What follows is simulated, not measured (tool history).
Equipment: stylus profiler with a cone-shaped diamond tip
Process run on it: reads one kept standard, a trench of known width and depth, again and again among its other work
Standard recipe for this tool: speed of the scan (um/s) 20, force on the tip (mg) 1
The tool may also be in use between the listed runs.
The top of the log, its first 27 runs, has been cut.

run      day  speed of the scan (um/s)  force on the tip (mg)  depth of the trench (Å)  width of the trench's floor (um)
 28    77.25                        18                   1.74                    10063                             90.55
 29   79.021                        18                   1.74                  10061.7                             90.46
 30   81.746                         6                   0.86                  10027.4                             90.48
 31   84.379                        13                   0.77                  10028.2                             90.37
 32   86.142                        33                   2.57                    10082                             90.32
 33   88.742                        35                   2.16                  10065.5                             90.22
 34   91.158                        68                   1.15                  10037.3                             89.99
 35   94.217                        68                   1.15                  10037.9                             89.94
       95.45  -- new tip fitted, height scale calibrated
 36   97.558                        35                   2.41                  10087.7                             93.95
 37  100.996                        22                   1.71                    10066                             93.84
 38  104.175                        24                   1.05                  10047.5                             93.74
 39  107.754                        24                   1.05                  10042.1                             93.55
 40  111.062                        24                   1.05                  10045.2                             93.45
 41  113.275                        20                   0.52                  10026.8                             93.32
 42  116.208                         5                   1.03                    10037                             93.28
 43  119.129                         5                   1.03                  10036.2                              93.2
 44  121.871                         5                   1.03                  10037.3                             93.07
 45  124.462                        31                   1.31                  10041.7                             92.91

What if the next run were any one of these 4? Each begins from the tool's condition after run 45:
  A  126.079                        24                   0.51                        ?                                 ?
  B  126.079                         7                   0.62                        ?                                 ?
  C  126.079                        31                   2.01                        ?                                 ?
  D  126.079                        15                   0.89                        ?                                 ?

run  depth of the trench (Å)  width of the trench's floor (um)
  A                  10013.2                             92.88
  B                  10019.4                             92.93
  C                    10062                             92.89
  D                  10029.1                             92.91
Take away the tool's hidden state, keep each run's random variation, and the runs would have read:
run  depth of the trench (Å)  width of the trench's floor (um)
  A                  10030.1                             93.91
  B                  10036.4                             93.96
  C                    10079                             93.92
  D                  10046.1                             93.94
